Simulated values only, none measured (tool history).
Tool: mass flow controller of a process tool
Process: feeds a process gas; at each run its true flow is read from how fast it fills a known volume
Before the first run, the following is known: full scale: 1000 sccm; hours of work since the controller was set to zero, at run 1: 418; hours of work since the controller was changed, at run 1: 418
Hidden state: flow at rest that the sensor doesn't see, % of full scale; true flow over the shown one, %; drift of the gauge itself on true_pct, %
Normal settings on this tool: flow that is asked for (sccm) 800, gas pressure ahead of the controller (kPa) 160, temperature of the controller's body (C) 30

run,hour,flow that is asked for (sccm),gas pressure ahead of the controller (kPa),temperature of the controller's body (C),hours of work since the controller was set to zero,hours of work since the controller was changed,true flow (%)
1,0,800,160,30,418,418,99.51
2,110.1,800,160,30,482,482,99.47
3,218.8,800,160,30,545,545,99.71
4,329.5,800,160,30,609,609,99.74
5,418.7,800,160,30,660,660,99.85
6,507.3,800,215,30,711,711,100.11
7,611.3,800,215,30,771,771,100.17
8,686.7,800,215,30,815,815,100.17
9,819.1,800,215,30,891,891,100.43
10,932.5,800,215,30,956,956,100.46
11,1025.1,800,215,30,1010,1010,100.61
12,1132.9,257,276,37,1072,1072,99.52
13,1251,257,276,37,1140,1140,99.81
14,1315.2,257,276,37,1177,1177,99.81
15,1447.7,610,255,30,1254,1254,100.59

3 ways to go on from here, each from the tool as it stands after run 15. What would each give?
A,1564.6,800,149,31,1321,1321,?
B,1564.6,623,140,32,1321,1321,?
C,1564.6,254,266,30,1321,1321,?

run,true flow (%)
A,100.73
B,100.18
C,99.68
With no hidden state in the tool, these same runs would have given:
run,true flow (%)
A,99.62
B,99.08
C,98.59

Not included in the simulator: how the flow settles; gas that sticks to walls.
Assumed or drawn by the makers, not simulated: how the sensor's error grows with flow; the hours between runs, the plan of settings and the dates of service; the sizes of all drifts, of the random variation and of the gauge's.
